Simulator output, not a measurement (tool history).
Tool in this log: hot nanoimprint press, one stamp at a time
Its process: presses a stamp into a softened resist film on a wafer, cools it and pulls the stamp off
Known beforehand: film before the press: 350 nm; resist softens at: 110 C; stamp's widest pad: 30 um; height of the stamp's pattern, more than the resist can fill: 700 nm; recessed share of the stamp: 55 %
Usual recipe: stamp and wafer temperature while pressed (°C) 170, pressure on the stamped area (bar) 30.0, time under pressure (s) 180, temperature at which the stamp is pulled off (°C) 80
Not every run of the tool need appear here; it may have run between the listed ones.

run	hour	stamp and wafer temperature while pressed (°C)	pressure on the stamped area (bar)	time under pressure (s)	temperature at which the stamp is pulled off (°C)	resist left under the stamp's widest pad (angstrom)	greatest force while the stamp is pulled off (N)
1	0.0	170	30.0	180	80	1784	250
2	32.6	170	30.0	180	80	1778	274
# hour 75.2: stamp cleaned and given a new release coat
# hour 91.2: plate thermocouple calibrated
3	98.4	170	30.0	180	80	1874	164
4	148.5	170	30.0	180	80	1872	170
5	203.8	170	30.0	180	71	1845	196
6	247.9	170	30.0	180	71	1861	196
7	280.4	170	30.0	180	71	1852	205
8	331.1	170	30.0	180	78	1830	198
9	376.2	170	30.0	180	80	1845	208
10	429.1	170	30.0	180	80	1832	225
11	492.1	169	39.6	112	80	2038	218
12	546.3	172	22.6	227	80	1738	231
13	603.2	170	41.5	112	80	1899	249
14	659.6	170	30.0	333	80	1426	247
15	690.5	164	30.0	180	80	2248	254
16	721.8	164	30.0	96	80	2627	263
17	757.3	164	30.0	96	80	2633	266
# hour 772.1: stamp cleaned and given a new release coat
18	790.9	164	30.0	96	80	2620	162
# hour 799.3: plate thermocouple calibrated
19	836.3	176	46.9	201	85	1143	161
20	900.9	162	30.0	104	74	2742	187

Alternative continuations, all from the tool just after run 20; predict every row:
A	933.3	162	27.3	106	74	?	?
B	933.3	174	30.0	104	74	?	?
C	933.3	162	33.0	104	78	?	?
D	933.3	181	21.4	180	80	?	?

run	resist left under the stamp's widest pad (angstrom)	greatest force while the stamp is pulled off (N)
A	2773	189
B	1918	192
C	2665	191
D	1415	179
Had the tool no hidden state, the same runs would have come out as:
run	resist left under the stamp's widest pad (angstrom)	greatest force while the stamp is pulled off (N)
A	2781	166
B	1922	169
C	2670	168
D	1421	158

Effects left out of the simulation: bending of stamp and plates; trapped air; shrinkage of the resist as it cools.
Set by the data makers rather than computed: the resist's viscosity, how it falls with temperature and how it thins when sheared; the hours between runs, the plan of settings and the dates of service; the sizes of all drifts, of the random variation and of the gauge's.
